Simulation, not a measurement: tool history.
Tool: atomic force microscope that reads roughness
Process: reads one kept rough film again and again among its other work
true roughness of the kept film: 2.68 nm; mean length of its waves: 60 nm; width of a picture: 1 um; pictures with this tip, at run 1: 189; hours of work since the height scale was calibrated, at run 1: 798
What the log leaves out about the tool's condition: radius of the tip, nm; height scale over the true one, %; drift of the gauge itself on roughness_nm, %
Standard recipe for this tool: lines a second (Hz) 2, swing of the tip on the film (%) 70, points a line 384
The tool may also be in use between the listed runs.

run,hour,lines a second (Hz),swing of the tip on the film (%),points a line,pictures with this tip,hours of work since the height scale was calibrated,roughness of the kept film (nm (root mean square))
1,0,2,70,384,189,798,2.419
2,40.4,2,70,384,231,817,2.418
# hour 62.3: new tip fitted
3,62.3,2,71,384,0,828,2.403
4,87.4,2,71,384,27,840,2.423
5,113.5,2,85,384,54,852,2.217
6,152.4,2,85,384,96,871,2.217
7,191.8,2,85,384,137,890,2.203
8,214.7,2,85,384,162,901,2.205
9,249.2,2,70,693,198,918,2.419
10,285.5,2,59,384,237,936,2.522
# hour 300.8: new tip fitted
11,304.7,2,70,384,5,945,2.439
12,333.6,2,81,384,35,959,2.282
13,371.3,0.63,77,313,75,977,2.554
14,391.1,2,81,973,96,986,2.301
15,429.9,1.98,72,973,137,1005,2.399
16,447.3,0.55,72,973,156,1013,2.585
17,473.5,0.58,78,452,183,1026,2.548
18,499.7,0.58,78,452,211,1039,2.547
# hour 538.8: new tip fitted
19,540.8,0.71,81,683,2,1058,2.488
20,581.5,0.74,74,513,45,1078,2.527
21,615,2.34,64,513,81,1094,2.442
22,642.2,3.02,77,732,110,1107,2.201

4 options for the next run, each taken on its own from the tool as it stands now. Forecast them:
A,675.4,1.04,77,732,145,1123,?
B,675.4,3.02,77,715,145,1123,?
C,675.4,2,79,311,145,1123,?
D,675.4,2.97,70,384,145,1123,?

run,roughness of the kept film (nm (root mean square))
A,2.47
B,2.212
C,2.291
D,2.325
With the hidden condition removed and each run's random variation left untouched, the same runs would have given:
run,roughness of the kept film (nm (root mean square))
A,2.47
B,2.212
C,2.292
D,2.325

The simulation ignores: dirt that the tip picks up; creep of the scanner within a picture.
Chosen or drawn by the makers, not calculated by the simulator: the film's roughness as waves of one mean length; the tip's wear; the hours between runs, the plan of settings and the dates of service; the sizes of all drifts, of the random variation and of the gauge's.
